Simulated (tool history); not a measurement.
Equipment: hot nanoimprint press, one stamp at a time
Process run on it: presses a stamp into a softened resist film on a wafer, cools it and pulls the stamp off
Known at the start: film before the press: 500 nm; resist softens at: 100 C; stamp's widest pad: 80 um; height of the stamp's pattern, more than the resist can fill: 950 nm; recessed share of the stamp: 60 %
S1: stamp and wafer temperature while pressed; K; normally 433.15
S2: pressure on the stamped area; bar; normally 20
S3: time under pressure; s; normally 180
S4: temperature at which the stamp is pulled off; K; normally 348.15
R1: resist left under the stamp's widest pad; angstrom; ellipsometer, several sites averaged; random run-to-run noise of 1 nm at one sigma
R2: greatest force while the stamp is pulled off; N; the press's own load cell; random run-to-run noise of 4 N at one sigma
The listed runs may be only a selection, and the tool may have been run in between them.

run     day      S1    S2   S3      S4    R1   R2
  1       0  433.15    20  180  348.15  2065  197
  2   1.621  433.15    20  180  348.15  2058  197
  3   2.454  433.15    20  180  348.15  2058  198
  4   3.558  433.15    20  139  348.15  2269  191
  5   4.762  433.15    20  163  348.15  2161  196
  6   5.571  433.15    20  163  348.15  2135  202
  7   7.133  433.15    20  180  344.15  2066  215
  8   8.258  433.15    20  180  344.15  2070  215
  9   9.988  443.15    20  180  348.15  1160  198
     11.767  -- plate thermocouple calibrated
 10  12.079  433.15    20  180  348.15  2074  192
 11  13.871  433.15    20  180  348.15  2089  198
 12  15.017  433.15    20  180  348.15  2093  196
 13  15.908  433.15    20  180  348.15  2087  200
 14  17.683  433.15    20  180  354.15  2103  172
 15  18.929  433.15    20  180  354.15  2087  168
 16  20.267  433.15  18.5  180  341.15  2167  226
 17  21.342  433.15  18.5   94  341.15  2757  224
 18  23.296  440.15  18.5  171  341.15  1481  216
 19  24.825  440.15    15  141  341.15  1794  221
 20  26.388  424.15    15  310  342.15  3135  227
     26.542  -- gauge calibrated
     27.921  -- stamp cleaned and given a new release coat
 21  28.167  424.15    15  310  342.15  3071  223
     29.042  -- plate thermocouple calibrated
 22  29.129  437.15  26.7  310  348.15  1113  198
 23  30.812  437.15  26.7  310  348.15  1115  196
 24  32.692  433.15    20  193  336.15  2018  245
 25  33.929  433.15    20  193  336.15  2014  250
     35.588  -- press's hydraulic seals changed and the load cell set to zero
 26  35.621  433.15  30.3  180  344.15  1713  219
 27  37.217  437.15  30.3  247  344.15  1176  212
 28  38.575  434.15  23.4  192  355.15  1771  169
 29  40.196  434.15  23.4  181  348.15  1831  199

For some of the steps in R1 from one run to the next: how much would appear even if the tool had no hidden state, given the settings, what came in and random variation, and how much remains for the hidden state plus any gauge scatter that the measured result and the result without hidden state don't share?
Unlogged tool condition in this case: true temperature over the reading, C; pressure that arrives at the usual setting, %; grip of the stamp's worn release coat, % over a new coat's; drift of the gauge itself on residual_nm, %; drift of the gauge itself on pull_off_n, %.
Run 19 -> 20: S1 440.15 -> 424.15, S3 141 -> 310, S4 341.15 -> 342.15. R1 +1341 angstrom: hidden state +35, all else +1306.
Run 20 -> 21: gauge calibrated, stamp cleaned and given a new release coat. R1 -64 angstrom: hidden state -71, all else +7.
Run 21 -> 22: S1 424.15 -> 437.15, S2 15 -> 26.7, S4 342.15 -> 348.15, plate thermocouple calibrated. R1 -1958 angstrom: hidden state -3, all else -1955.
